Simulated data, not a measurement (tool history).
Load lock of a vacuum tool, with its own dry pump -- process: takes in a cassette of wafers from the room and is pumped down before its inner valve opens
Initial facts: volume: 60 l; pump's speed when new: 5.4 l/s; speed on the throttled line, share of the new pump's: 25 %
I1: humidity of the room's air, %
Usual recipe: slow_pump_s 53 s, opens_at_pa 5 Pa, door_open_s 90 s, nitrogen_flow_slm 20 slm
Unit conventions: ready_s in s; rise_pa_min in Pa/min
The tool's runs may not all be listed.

run 1 day=0.000 | slow_pump_s=53 opens_at_pa=5 door_open_s=90 nitrogen_flow_slm=20 | I1=44.4 | ready_s=156.8 rise_pa_min=0.044
run 2 day=3.167 | slow_pump_s=53 opens_at_pa=5 door_open_s=90 nitrogen_flow_slm=20 | I1=44.5 | ready_s=158.2 rise_pa_min=0.043
run 3 day=6.667 | slow_pump_s=53 opens_at_pa=5 door_open_s=90 nitrogen_flow_slm=20 | I1=46.4 | ready_s=155.4 rise_pa_min=0.042
run 4 day=9.583 | slow_pump_s=53 opens_at_pa=5 door_open_s=90 nitrogen_flow_slm=20 | I1=44.6 | ready_s=155.1 rise_pa_min=0.046
run 5 day=13.062 | slow_pump_s=53 opens_at_pa=5 door_open_s=90 nitrogen_flow_slm=20 | I1=43.7 | ready_s=158.1 rise_pa_min=0.039
run 6 day=17.767 | slow_pump_s=53 opens_at_pa=5 door_open_s=90 nitrogen_flow_slm=20 | I1=47.4 | ready_s=158.2 rise_pa_min=0.053
run 7 day=22.338 | slow_pump_s=53 opens_at_pa=5 door_open_s=90 nitrogen_flow_slm=20 | I1=41.9 | ready_s=156.5 rise_pa_min=0.047
run 8 day=24.383 | slow_pump_s=53 opens_at_pa=5 door_open_s=90 nitrogen_flow_slm=20 | I1=41.9 | ready_s=157.1 rise_pa_min=0.047
run 9 day=28.475 | slow_pump_s=53 opens_at_pa=5 door_open_s=90 nitrogen_flow_slm=20 | I1=45.6 | ready_s=156.0 rise_pa_min=0.048
run 10 day=32.767 | slow_pump_s=53 opens_at_pa=5 door_open_s=90 nitrogen_flow_slm=20 | I1=47.6 | ready_s=157.1 rise_pa_min=0.053
run 11 day=35.283 | slow_pump_s=53 opens_at_pa=5 door_open_s=90 nitrogen_flow_slm=20 | I1=41.7 | ready_s=155.6 rise_pa_min=0.043
run 12 day=38.754 | slow_pump_s=53 opens_at_pa=5 door_open_s=42 nitrogen_flow_slm=20 | I1=45.3 | ready_s=156.6 rise_pa_min=0.040
run 13 day=42.817 | slow_pump_s=53 opens_at_pa=5 door_open_s=95 nitrogen_flow_slm=20 | I1=45.9 | ready_s=156.7 rise_pa_min=0.052
run 14 day=47.304 | slow_pump_s=53 opens_at_pa=5 door_open_s=90 nitrogen_flow_slm=20 | I1=44.2 | ready_s=157.3 rise_pa_min=0.055
run 15 day=50.542 | slow_pump_s=53 opens_at_pa=5 door_open_s=90 nitrogen_flow_slm=20 | I1=44.8 | ready_s=158.4 rise_pa_min=0.050
run 16 day=53.671 | slow_pump_s=53 opens_at_pa=5 door_open_s=90 nitrogen_flow_slm=20 | I1=44.3 | ready_s=156.8 rise_pa_min=0.046
run 17 day=56.483 | slow_pump_s=53 opens_at_pa=5 door_open_s=90 nitrogen_flow_slm=20 | I1=43.3 | ready_s=158.5 rise_pa_min=0.052
run 18 day=60.458 | slow_pump_s=53 opens_at_pa=5 door_open_s=113 nitrogen_flow_slm=20 | I1=44.1 | ready_s=157.6 rise_pa_min=0.056
run 19 day=63.475 | slow_pump_s=53 opens_at_pa=5 door_open_s=154 nitrogen_flow_slm=22 | I1=45.0 | ready_s=156.9 rise_pa_min=0.059
run 20 day=68.171 | slow_pump_s=53 opens_at_pa=5 door_open_s=154 nitrogen_flow_slm=22 | I1=47.7 | ready_s=158.6 rise_pa_min=0.070
run 21 day=71.142 | slow_pump_s=85 opens_at_pa=6 door_open_s=154 nitrogen_flow_slm=22 | I1=44.3 | ready_s=178.6 rise_pa_min=0.065
run 22 day=73.467 | slow_pump_s=53 opens_at_pa=5 door_open_s=90 nitrogen_flow_slm=10 | I1=44.9 | ready_s=159.0 rise_pa_min=0.072
run 23 day=76.617 | slow_pump_s=94 opens_at_pa=5 door_open_s=90 nitrogen_flow_slm=10 | I1=44.8 | ready_s=186.2 rise_pa_min=0.068
run 24 day=80.504 | slow_pump_s=53 opens_at_pa=7 door_open_s=90 nitrogen_flow_slm=10 | I1=42.4 | ready_s=152.8 rise_pa_min=0.059
run 25 day=83.192 | slow_pump_s=53 opens_at_pa=7 door_open_s=90 nitrogen_flow_slm=10 | I1=46.8 | ready_s=153.5 rise_pa_min=0.069
run 26 day=87.267 | slow_pump_s=94 opens_at_pa=5 door_open_s=90 nitrogen_flow_slm=5 | I1=44.3 | ready_s=188.4 rise_pa_min=0.072
run 27 day=91.875 | slow_pump_s=57 opens_at_pa=5 door_open_s=131 nitrogen_flow_slm=20 | I1=44.2 | ready_s=161.5 rise_pa_min=0.058
run 28 day=94.275 | slow_pump_s=57 opens_at_pa=5 door_open_s=131 nitrogen_flow_slm=20 | I1=45.6 | ready_s=159.4 rise_pa_min=0.064
run 29 day=96.242 | slow_pump_s=57 opens_at_pa=5 door_open_s=131 nitrogen_flow_slm=20 | I1=46.0 | ready_s=162.8 rise_pa_min=0.068
run 30 day=100.712 | slow_pump_s=57 opens_at_pa=5 door_open_s=131 nitrogen_flow_slm=9 | I1=47.4 | ready_s=162.0 rise_pa_min=0.078
run 31 day=102.842 | slow_pump_s=57 opens_at_pa=5 door_open_s=92 nitrogen_flow_slm=9 | I1=44.5 | ready_s=163.1 rise_pa_min=0.070
run 32 day=105.029 | slow_pump_s=46 opens_at_pa=6 door_open_s=109 nitrogen_flow_slm=11 | I1=42.8 | ready_s=150.8 rise_pa_min=0.070
run 33 day=109.062 | slow_pump_s=46 opens_at_pa=6 door_open_s=109 nitrogen_flow_slm=11 | I1=46.1 | ready_s=152.4 rise_pa_min=0.077
run 34 day=113.317 | slow_pump_s=53 opens_at_pa=6 door_open_s=90 nitrogen_flow_slm=12 | I1=43.7 | ready_s=156.8 rise_pa_min=0.063
run 35 day=117.262 | slow_pump_s=39 opens_at_pa=9 door_open_s=162 nitrogen_flow_slm=13 | I1=43.5 | ready_s=140.9 rise_pa_min=0.080
run 36 day=121.604 | slow_pump_s=74 opens_at_pa=5 door_open_s=90 nitrogen_flow_slm=33 | I1=45.1 | ready_s=171.5 rise_pa_min=0.059

5 ways to go on from here, each from the tool as it stands after run 36. What would each give?
run A day=124.833 | slow_pump_s=36 opens_at_pa=5 door_open_s=90 nitrogen_flow_slm=33 | I1=42.4 | ready_s=? rise_pa_min=?
run B day=124.833 | slow_pump_s=76 opens_at_pa=7 door_open_s=149 nitrogen_flow_slm=33 | I1=44.0 | ready_s=? rise_pa_min=?
run C day=124.833 | slow_pump_s=74 opens_at_pa=5 door_open_s=116 nitrogen_flow_slm=40 | I1=43.2 | ready_s=? rise_pa_min=?
run D day=124.833 | slow_pump_s=52 opens_at_pa=5 door_open_s=104 nitrogen_flow_slm=33 | I1=44.6 | ready_s=? rise_pa_min=?
run E day=124.833 | slow_pump_s=70 opens_at_pa=5 door_open_s=90 nitrogen_flow_slm=45 | I1=45.6 | ready_s=? rise_pa_min=?

run=A ready_s=145.3 rise_pa_min=0.051
run=B ready_s=170.2 rise_pa_min=0.067
run=C ready_s=175.3 rise_pa_min=0.061
run=D ready_s=157.0 rise_pa_min=0.055
run=E ready_s=169.0 rise_pa_min=0.053
Had the tool no hidden state, the same runs would have come out as:
run=A ready_s=136.9 rise_pa_min=0.026
run=B ready_s=162.9 rise_pa_min=0.043
run=C ready_s=167.6 rise_pa_min=0.037
run=D ready_s=148.9 rise_pa_min=0.031
run=E ready_s=161.5 rise_pa_min=0.029
